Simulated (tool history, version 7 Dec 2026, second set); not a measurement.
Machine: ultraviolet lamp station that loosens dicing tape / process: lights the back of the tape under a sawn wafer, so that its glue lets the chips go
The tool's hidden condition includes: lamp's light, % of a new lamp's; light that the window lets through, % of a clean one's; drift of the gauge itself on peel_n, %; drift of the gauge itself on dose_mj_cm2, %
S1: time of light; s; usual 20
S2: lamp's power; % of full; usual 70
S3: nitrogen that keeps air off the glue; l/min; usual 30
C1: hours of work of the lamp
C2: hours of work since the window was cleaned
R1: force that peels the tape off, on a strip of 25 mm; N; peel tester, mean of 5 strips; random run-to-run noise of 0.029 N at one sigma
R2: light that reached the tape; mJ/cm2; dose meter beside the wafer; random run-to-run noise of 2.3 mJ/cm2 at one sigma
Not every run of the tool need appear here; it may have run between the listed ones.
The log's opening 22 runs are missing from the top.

{"hour": 1033.3, "done": "window cleaned of glue's vapour, once more"}
{"run": 23, "hour": 1051.9, "S1": 20, "S2": 99, "S3": 11, "C1": 638, "C2": 9, "R1": 2.015, "R2": 305}
{"run": 24, "hour": 1082.4, "S1": 20, "S2": 99, "S3": 11, "C1": 652, "C2": 24, "R1": 2.006, "R2": 304}
{"run": 25, "hour": 1147.2, "S1": 35, "S2": 67, "S3": 34, "C1": 683, "C2": 55, "R1": 0.612, "R2": 354}
{"run": 26, "hour": 1187.5, "S1": 35, "S2": 67, "S3": 34, "C1": 703, "C2": 74, "R1": 0.613, "R2": 350}
{"run": 27, "hour": 1250.6, "S1": 17, "S2": 80, "S3": 55, "C1": 733, "C2": 104, "R1": 1.406, "R2": 201}
{"run": 28, "hour": 1299.6, "S1": 28, "S2": 61, "S3": 32, "C1": 756, "C2": 128, "R1": 1.287, "R2": 253}
{"run": 29, "hour": 1330.6, "S1": 12, "S2": 61, "S3": 21, "C1": 771, "C2": 142, "R1": 5.216, "R2": 109}
{"run": 30, "hour": 1386.3, "S1": 20, "S2": 63, "S3": 30, "C1": 798, "C2": 169, "R1": 2.396, "R2": 183}
{"run": 31, "hour": 1433.2, "S1": 20, "S2": 63, "S3": 24, "C1": 820, "C2": 192, "R1": 2.792, "R2": 179}
{"run": 32, "hour": 1465.4, "S1": 36, "S2": 61, "S3": 24, "C1": 836, "C2": 207, "R1": 1.053, "R2": 315}
{"run": 33, "hour": 1519.0, "S1": 16, "S2": 96, "S3": 30, "C1": 861, "C2": 233, "R1": 1.774, "R2": 218}
{"run": 34, "hour": 1575.8, "S1": 23, "S2": 66, "S3": 30, "C1": 889, "C2": 260, "R1": 1.877, "R2": 207}
{"run": 35, "hour": 1609.5, "S1": 16, "S2": 66, "S3": 30, "C1": 905, "C2": 276, "R1": 3.236, "R2": 145}

Forecast run 36:
{"run": 36, "hour": 1657.3, "S1": 16, "S2": 66, "S3": 30, "C1": 928, "C2": 299, "R1": "?", "R2": "?"}

R1: 3.18 N
R2: 148 mJ/cm2
Had the tool carried no hidden state, the very same run would have given R1 2.295 N, R2 187 mJ/cm2.

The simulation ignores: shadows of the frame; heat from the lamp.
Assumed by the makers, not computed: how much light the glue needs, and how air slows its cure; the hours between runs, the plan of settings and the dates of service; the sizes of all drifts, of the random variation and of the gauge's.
